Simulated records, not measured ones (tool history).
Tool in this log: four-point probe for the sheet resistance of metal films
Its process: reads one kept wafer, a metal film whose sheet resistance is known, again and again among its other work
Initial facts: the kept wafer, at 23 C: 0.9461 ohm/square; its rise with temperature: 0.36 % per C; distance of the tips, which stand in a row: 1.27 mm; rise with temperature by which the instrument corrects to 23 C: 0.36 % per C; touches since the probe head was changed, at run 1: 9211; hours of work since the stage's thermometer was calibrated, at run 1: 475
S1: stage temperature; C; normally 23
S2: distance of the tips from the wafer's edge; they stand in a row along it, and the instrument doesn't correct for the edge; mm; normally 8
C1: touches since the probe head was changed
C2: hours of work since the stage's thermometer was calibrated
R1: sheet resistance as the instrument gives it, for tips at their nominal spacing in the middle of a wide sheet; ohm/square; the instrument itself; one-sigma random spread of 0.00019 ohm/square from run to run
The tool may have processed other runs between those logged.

run   hour  S1  S2     C1   C2        R1
  1      0  23   8   9211  475  0.957671
  2     15  23   8   9362  482   0.95824
  3   39.9  23   8   9612  494  0.957556
  4   52.8  23   8   9741  500  0.957484
  5   65.8  23   8   9872  506  0.957573
  6   91.1  23   8  10126  518  0.957609
  7  118.7  23   8  10403  532  0.957598
  8  143.8  23   8  10656  544  0.957529
  9  162.2  31   8  10841  552  0.957899
 10    187  31   8  11090  564  0.957887
 11  201.2  21   8  11233  571  0.957597
 12  217.6  21   8  11397  579  0.957493
 13  234.8  21   8  11571  587  0.957602
 14  258.1  23  56  11804  598  0.945176
 15  276.1  23  56  11985  607  0.945111
 16  294.6  23  56  12171  616  0.945627
 17  320.9  23  56  12436  628  0.944959
     322.8  -- stage's thermometer calibrated
 18  339.6  23   8  12618    8  0.957218
 19  351.2  23   8  12735   14  0.957097
 20  378.4  23  13  13008   27  0.949692
     380.9  -- stage's thermometer calibrated, once more
 21  393.8  23  13  13158    6  0.950949
 22  415.4  23   5  13375   17     0.977
 23  426.9  23   5  13490   22  0.977164
 24  448.5  20  56  13708   32  0.945597
 25    468  24  72  13904   42  0.945785
 26  486.7  18  27  14092   51  0.946421
 27  513.7  34  37  14363   64  0.946387
 28  524.8  23  45  14474   69   0.94585
 29  552.3  23  45  14751   82  0.945728
 30  575.2  18   3  14981   93  1.027923
 31  600.2  18   3  15232  105  1.027699
 32  624.4  23  63  15475  117  0.945789
 33  651.5  23  63  15748  130  0.945975
 34    669  26  40  15924  138  0.945855
 35  690.9  26  40  16144  149  0.946264
 36  709.3  24  24  16329  157  0.946672
 37  730.2  30  15  16539  167  0.949147
 38  743.9  20  53  16676  174  0.945353
 39    756  26   3  16798  180  1.028485
 40  771.7  20  20  16956  187  0.947296
 41  785.5  26   3  17094  194  1.027951
 42  804.7  26   3  17288  203  1.028145
 43  817.3  24   5  17414  209  0.977296
 44  837.8  21  16  17620  219   0.94843

Measured result minus the same run's result without the hidden state. Both carry the same run-to-run variation, though not necessarily the same gauge scatter:
What the log doesn't record here: inner tips' distance over the nominal, %; tips' flats over new ones', %; wafer's true temperature over the reading, C; drift of the gauge itself on sheet_ohm, %.
run         R1
  1  -0.001133
  2  -0.001144
  3   -0.00116
  4  -0.001167
  5  -0.001176
  6  -0.001192
  7  -0.001209
  8  -0.001225
  9  -0.001223
 10   -0.00124
 11  -0.001267
 12  -0.001279
 13  -0.001289
 14  -0.001284
 15  -0.001294
 16  -0.001307
 17  -0.001322
 18  -0.001585
 19  -0.001592
 20    -0.0016
 21  -0.000472
 22  -0.000498
 23  -0.000506
 24  -0.000502
 25  -0.000518
 26  -0.000524
 27  -0.000556
 28  -0.000552
 29  -0.000569
 30  -0.000622
 31  -0.000639
 32  -0.000615
 33  -0.000632
 34  -0.000645
 35  -0.000659
 36  -0.000669
 37   -0.00069
 38  -0.000688
 39  -0.000755
 40  -0.000707
 41  -0.000775
 42   -0.00079
 43  -0.000761
 44  -0.000751
